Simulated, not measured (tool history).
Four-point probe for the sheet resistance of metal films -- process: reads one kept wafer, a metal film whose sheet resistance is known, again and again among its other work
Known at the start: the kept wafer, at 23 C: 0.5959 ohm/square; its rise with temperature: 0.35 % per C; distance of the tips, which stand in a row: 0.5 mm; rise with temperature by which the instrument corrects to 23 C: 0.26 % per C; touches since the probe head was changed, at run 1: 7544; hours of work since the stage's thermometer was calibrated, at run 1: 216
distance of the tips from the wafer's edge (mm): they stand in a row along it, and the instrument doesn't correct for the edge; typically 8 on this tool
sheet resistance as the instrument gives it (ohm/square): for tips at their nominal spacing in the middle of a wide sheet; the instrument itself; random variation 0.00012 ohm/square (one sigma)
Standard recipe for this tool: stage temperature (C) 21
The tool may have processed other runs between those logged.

run	day	stage temperature (C)	distance of the tips from the wafer's edge (mm)	touches since the probe head was changed	hours of work since the stage's thermometer was calibrated	sheet resistance as the instrument gives it (ohm/square)
1	0.000	21	8	7544	216	0.595599
2	0.421	21	8	7677	222	0.595546
3	0.917	30	8	7833	229	0.600645
4	1.638	19	8	8061	239	0.594275
5	1.983	19	8	8171	244	0.594571
6	2.454	21	7	8319	250	0.596132
7	2.750	21	3	8413	255	0.603071
8	3.067	21	3	8513	259	0.602922
9	3.454	21	3	8636	265	0.603081
10	4.008	21	8	8811	272	0.595430
11	4.675	21	8	9021	282	0.595673
12	5.029	27	39	9134	287	0.597682
13	5.596	22	4	9313	295	0.599779
14	6.221	22	4	9509	304	0.599816
# day 6.304: stage's thermometer calibrated
15	6.617	21	17	9629	4	0.594203
16	7.329	24	18	9853	14	0.596064
17	7.946	21	10	10048	23	0.594886
18	8.638	28	36	10267	33	0.598491
19	9.175	28	32	10437	40	0.598288
20	9.533	28	32	10550	46	0.598399
21	10.012	28	32	10701	52	0.598278

Hidden state or all else? Some run-to-run changes of sheet resistance as the instrument gives it (ohm/square), split into what the settings, what came in and random variation would give without the hidden state, and what is left for the hidden state (with any gauge scatter that isn't in both results):
Unlogged tool condition in this case: inner tips' distance over the nominal, %; tips' flats over new ones', %; wafer's true temperature over the reading, C; drift of the gauge itself on sheet_ohm, %.
Run 6 -> 7: distance of the tips from the wafer's edge (mm) 7 -> 3. sheet resistance as the instrument gives it (ohm/square) +0.006939: hidden state -0.000007, all else +0.006946.
Run 9 -> 10: distance of the tips from the wafer's edge (mm) 3 -> 8. sheet resistance as the instrument gives it (ohm/square) -0.007651: hidden state +0.000003, all else -0.007654.
Run 12 -> 13: stage temperature (C) 27 -> 22, distance of the tips from the wafer's edge (mm) 39 -> 4. sheet resistance as the instrument gives it (ohm/square) +0.002097: hidden state -0.000008, all else +0.002105.
Run 14 -> 15: stage temperature (C) 22 -> 21, distance of the tips from the wafer's edge (mm) 4 -> 17, stage's thermometer calibrated. sheet resistance as the instrument gives it (ohm/square) -0.005613: hidden state -0.000161, all else -0.005452.
